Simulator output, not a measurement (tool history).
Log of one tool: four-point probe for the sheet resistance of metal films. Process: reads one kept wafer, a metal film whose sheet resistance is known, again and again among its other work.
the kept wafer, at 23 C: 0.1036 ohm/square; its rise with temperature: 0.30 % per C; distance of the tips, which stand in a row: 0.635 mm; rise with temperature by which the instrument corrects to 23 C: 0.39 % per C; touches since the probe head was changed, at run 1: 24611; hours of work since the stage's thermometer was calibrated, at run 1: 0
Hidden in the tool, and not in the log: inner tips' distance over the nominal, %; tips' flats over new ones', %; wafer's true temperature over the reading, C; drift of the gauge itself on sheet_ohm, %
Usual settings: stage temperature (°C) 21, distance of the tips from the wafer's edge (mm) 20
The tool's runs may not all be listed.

run,hour,stage temperature (°C),distance of the tips from the wafer's edge (mm),touches since the probe head was changed,hours of work since the stage's thermometer was calibrated,sheet resistance as the instrument gives it (ohm/square)
1,0.0,21,20,24611,0,0.104101
2,76.7,21,62,26995,55,0.104072
3,128.2,28,62,28594,91,0.103402
4,227.8,21,70,31692,162,0.104070
5,292.0,21,70,33687,208,0.104125
6,382.0,21,20,36482,272,0.104142
7,486.6,21,12,39733,346,0.104276
8,530.5,21,53,41098,378,0.104115
9,599.8,21,53,43249,427,0.104160
10,683.2,21,53,45843,486,0.104177
11,747.2,21,53,47830,532,0.104160
12,811.3,21,53,49821,577,0.104165
13,909.2,21,20,52864,647,0.104200
14,960.6,21,20,54462,684,0.104246
15,1065.9,21,20,57732,758,0.104281
16,1122.6,21,20,59495,799,0.104248
17,1210.9,33,20,62240,862,0.103135
18,1289.2,33,20,64673,917,0.103145
19,1358.2,33,20,66816,966,0.103143
20,1422.0,33,20,68799,1012,0.103163
21,1511.4,21,47,71578,1076,0.104230
22,1618.8,21,47,74916,1152,0.104314
23,1705.3,21,47,77604,1214,0.104289
24,1749.5,26,20,78976,1245,0.103848
25,1815.7,26,20,81034,1292,0.103897
26,1889.7,27,3,83333,1345,0.106148
27,1999.3,27,3,86738,1423,0.106208
28,2105.8,23,14,90049,1499,0.104256
29,2153.4,34,3,91529,1532,0.105539
30,2200.7,34,3,92997,1566,0.105533
31,2298.9,34,3,96048,1636,0.105513
32,2397.0,34,3,99097,1706,0.105589
33,2506.4,34,3,102499,1784,0.105569
34,2585.3,24,25,104948,1840,0.104129
35,2644.9,18,7,106801,1882,0.105189
36,2723.6,19,3,109246,1938,0.107077
37,2768.7,32,8,110647,1970,0.103728
38,2822.5,32,5,112319,2009,0.104258
# hour 2874.1: stage's thermometer calibrated
39,2874.1,21,13,113909,0,0.104642
40,2949.2,24,11,116240,53,0.104419
41,3003.1,24,11,117915,92,0.104396
42,3056.9,24,11,119588,130,0.104411
43,3116.5,23,5,121439,172,0.105253
44,3176.1,21,8,123292,215,0.104896
45,3263.0,26,27,125993,277,0.104074

Forecast each of these 4 alternatives for the next run:
A,3313.8,26,18,127572,313,?
B,3313.8,21,25,127572,313,?
C,3313.8,28,11,127572,313,?
D,3313.8,26,42,127572,313,?

run,sheet resistance as the instrument gives it (ohm/square)
A,0.104126
B,0.104554
C,0.104044
D,0.104073
Without the tool's hidden state the same runs would have given:
run,sheet resistance as the instrument gives it (ohm/square)
A,0.103375
B,0.103800
C,0.103293
D,0.103321
